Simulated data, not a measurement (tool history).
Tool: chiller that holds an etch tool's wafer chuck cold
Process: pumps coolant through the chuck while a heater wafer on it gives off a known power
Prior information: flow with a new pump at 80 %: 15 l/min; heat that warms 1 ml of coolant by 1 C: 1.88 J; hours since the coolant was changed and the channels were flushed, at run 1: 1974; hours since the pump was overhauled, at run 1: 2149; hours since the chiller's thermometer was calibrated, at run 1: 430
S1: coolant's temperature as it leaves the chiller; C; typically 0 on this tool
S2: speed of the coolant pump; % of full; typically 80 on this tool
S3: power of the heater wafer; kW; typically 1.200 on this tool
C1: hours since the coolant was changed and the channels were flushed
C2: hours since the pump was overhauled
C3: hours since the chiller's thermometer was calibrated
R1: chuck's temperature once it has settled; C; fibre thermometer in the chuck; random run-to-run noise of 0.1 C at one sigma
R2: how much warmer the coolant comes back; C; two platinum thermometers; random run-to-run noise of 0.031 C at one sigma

run,day,S1,S2,S3,C1,C2,C3,R1,R2
1,0.000,0,80,1.200,1974,2149,430,10.0,2.53
2,3.517,0,80,1.200,2059,2233,514,10.0,2.57
3,8.308,0,80,1.091,2174,2348,629,9.3,2.31
4,12.292,0,80,1.200,2269,2444,725,10.1,2.51
5,16.100,0,80,1.200,2361,2535,816,10.1,2.51
6,20.529,0,80,1.200,2467,2642,923,10.1,2.56
7,22.883,0,80,1.200,2524,2698,979,10.0,2.55
8,25.071,0,96,1.200,2576,2751,1032,9.3,2.14
9,27.912,0,96,1.200,2644,2819,1100,9.3,2.15
10,32.004,0,96,1.200,2742,2917,1198,9.2,2.20
11,34.308,-5,96,0.613,2798,2972,1253,-0.2,1.08
12,38.667,9,92,0.602,2902,3077,1358,13.7,1.14
13,41.704,9,92,0.602,2975,3150,1431,13.7,1.11
14,45.158,9,92,0.602,3058,3233,1514,13.8,1.15
15,47.188,9,92,0.602,3107,3281,1562,13.7,1.11
16,51.979,-2,92,1.005,3222,3396,1677,5.9,1.87
17,55.021,-2,92,1.005,3295,3469,1750,5.8,1.92
18,57.200,6,87,1.315,3347,3522,1803,16.6,2.58
19,60.717,0,64,1.697,3432,3606,1887,16.0,4.49
20,65.021,0,64,1.697,3535,3709,1990,16.1,4.45

Below are 3 alternative next runs, each starting from the tool's condition after run 20. Predict each:
A,69.233,8,66,1.747,3636,3810,2092,?,?
B,69.233,2,96,1.697,3636,3810,2092,?,?
C,69.233,0,64,0.792,3636,3810,2092,?,?

run,R1,R2
A,24.1,4.45
B,15.0,3.08
C,7.5,2.09
Without the tool's hidden state the same runs would have given:
run,R1,R2
A,24.1,4.44
B,15.0,3.07
C,7.5,2.08
